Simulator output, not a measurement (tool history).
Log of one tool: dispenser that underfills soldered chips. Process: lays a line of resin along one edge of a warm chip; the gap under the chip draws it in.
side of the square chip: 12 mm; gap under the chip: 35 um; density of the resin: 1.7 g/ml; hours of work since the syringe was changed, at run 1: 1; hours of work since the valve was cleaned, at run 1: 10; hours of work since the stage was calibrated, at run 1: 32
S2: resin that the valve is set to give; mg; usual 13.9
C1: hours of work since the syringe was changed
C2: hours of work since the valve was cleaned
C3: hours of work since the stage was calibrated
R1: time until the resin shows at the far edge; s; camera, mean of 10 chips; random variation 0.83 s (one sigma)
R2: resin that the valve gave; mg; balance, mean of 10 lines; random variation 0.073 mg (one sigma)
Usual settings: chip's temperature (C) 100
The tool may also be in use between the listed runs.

run 1 day=0.000 | chip's_temperature_(C)=100 S2=13.9 | C1=1 C2=10 C3=32 | R1=81.2 R2=13.90
run 2 day=0.258 | chip's_temperature_(C)=100 S2=13.9 | C1=5 C2=14 C3=36 | R1=105.6 R2=13.66
run 3 day=0.454 | chip's_temperature_(C)=100 S2=13.9 | C1=8 C2=17 C3=40 | R1=134.1 R2=13.69
-- day=0.721 new syringe of resin
run 4 day=0.808 | chip's_temperature_(C)=97 S2=13.9 | C1=1 C2=22 C3=45 | R1=94.0 R2=13.58
run 5 day=1.133 | chip's_temperature_(C)=97 S2=13.9 | C1=6 C2=27 C3=50 | R1=129.8 R2=13.60
run 6 day=1.421 | chip's_temperature_(C)=100 S2=18.0 | C1=11 C2=32 C3=55 | R1=160.0 R2=17.54
-- day=1.496 new syringe of resin
run 7 day=1.792 | chip's_temperature_(C)=100 S2=18.0 | C1=5 C2=37 C3=60 | R1=105.7 R2=17.71
run 8 day=1.975 | chip's_temperature_(C)=100 S2=18.0 | C1=8 C2=40 C3=63 | R1=127.8 R2=17.57
-- day=2.250 new syringe of resin
run 9 day=2.250 | chip's_temperature_(C)=105 S2=12.2 | C1=0 C2=45 C3=67 | R1=66.9 R2=11.83
run 10 day=2.617 | chip's_temperature_(C)=87 S2=13.4 | C1=6 C2=50 C3=73 | R1=180.1 R2=12.83
run 11 day=2.838 | chip's_temperature_(C)=100 S2=13.4 | C1=9 C2=54 C3=77 | R1=145.7 R2=12.85
-- day=2.904 dispensing valve cleaned and set on the balance
-- day=3.054 new syringe of resin
run 12 day=3.171 | chip's_temperature_(C)=100 S2=13.4 | C1=2 C2=4 C3=81 | R1=87.7 R2=13.38
run 13 day=3.350 | chip's_temperature_(C)=93 S2=14.9 | C1=5 C2=7 C3=84 | R1=131.3 R2=14.76
run 14 day=3.617 | chip's_temperature_(C)=99 S2=13.9 | C1=9 C2=11 C3=88 | R1=145.5 R2=13.98
run 15 day=3.788 | chip's_temperature_(C)=95 S2=14.0 | C1=12 C2=14 C3=91 | R1=202.2 R2=13.79

How the hidden state differs across the entries between the runs, from the last listed run before each to the first after it:
Between runs 3 and 4: new syringe of resin (day 0.721)
  resin's viscosity, % of fresh resin's: 172.3 -> 109.3; dose that the valve gives, % of what is set: 98.92 -> 98.58; true chip temperature over the reading, C: -0.05 -> -0.08
  measured less the result without the state, R1: +56.5 -> +8.2 s; R2: -0.15 -> -0.20 mg
Between runs 6 and 7: new syringe of resin (day 1.496)
  resin's viscosity, % of fresh resin's: 210.2 -> 138.7; dose that the valve gives, % of what is set: 97.97 -> 97.61; true chip temperature over the reading, C: -0.13 -> -0.16
  measured less the result without the state, R1: +84.3 -> +30.0 s; R2: -0.37 -> -0.43 mg
Between runs 8 and 9: new syringe of resin (day 2.250)
  resin's viscosity, % of fresh resin's: 168.5 -> 99.8; dose that the valve gives, % of what is set: 97.43 -> 97.15; true chip temperature over the reading, C: -0.17 -> -0.19
  measured less the result without the state, R1: +52.5 -> +0.7 s; R2: -0.46 -> -0.35 mg
Between runs 11 and 12: dispensing valve cleaned and set on the balance (day 2.904); new syringe of resin (day 3.054)
  resin's viscosity, % of fresh resin's: 187 -> 113.1; dose that the valve gives, % of what is set: 96.55 -> 99.61; true chip temperature over the reading, C: -0.23 -> -0.25
  measured less the result without the state, R1: +68.6 -> +10.8 s; R2: -0.46 -> -0.05 mg

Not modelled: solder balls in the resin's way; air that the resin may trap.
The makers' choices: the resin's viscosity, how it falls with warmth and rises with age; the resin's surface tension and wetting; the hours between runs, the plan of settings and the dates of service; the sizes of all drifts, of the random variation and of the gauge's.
